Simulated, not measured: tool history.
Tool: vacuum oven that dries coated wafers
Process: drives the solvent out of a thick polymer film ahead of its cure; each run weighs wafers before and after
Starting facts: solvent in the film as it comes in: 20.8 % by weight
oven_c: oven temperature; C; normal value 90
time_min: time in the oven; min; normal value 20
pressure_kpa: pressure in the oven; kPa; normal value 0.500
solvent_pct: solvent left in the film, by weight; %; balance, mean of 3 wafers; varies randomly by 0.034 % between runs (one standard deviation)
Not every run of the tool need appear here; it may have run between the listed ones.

run,hour,oven_c,time_min,pressure_kpa,solvent_pct
1,0.0,90,20,0.500,0.91
2,19.5,90,20,0.500,0.93
3,37.0,90,20,0.500,0.93
4,53.6,87,20,0.500,1.32
5,70.0,87,20,0.500,1.41
6,91.8,87,20,0.500,1.34
7,115.2,87,20,0.500,1.35
8,138.2,90,15,0.397,1.58
9,158.1,98,17,0.809,0.56
10,173.7,98,17,0.809,0.61
11,184.4,90,20,0.790,1.09

Predict each of these 4 candidate next runs independently; none follows another, all start after run 11:
A,206.9,98,14,1.821,?
B,206.9,82,20,1.019,?
C,206.9,90,20,0.538,?
D,206.9,101,10,0.297,?

run,solvent_pct
A,1.33
B,2.94
C,0.95
D,0.78
With the hidden condition removed and each run's random variation left untouched, the same runs would have given:
run,solvent_pct
A,1.40
B,3.19
C,1.02
D,0.88
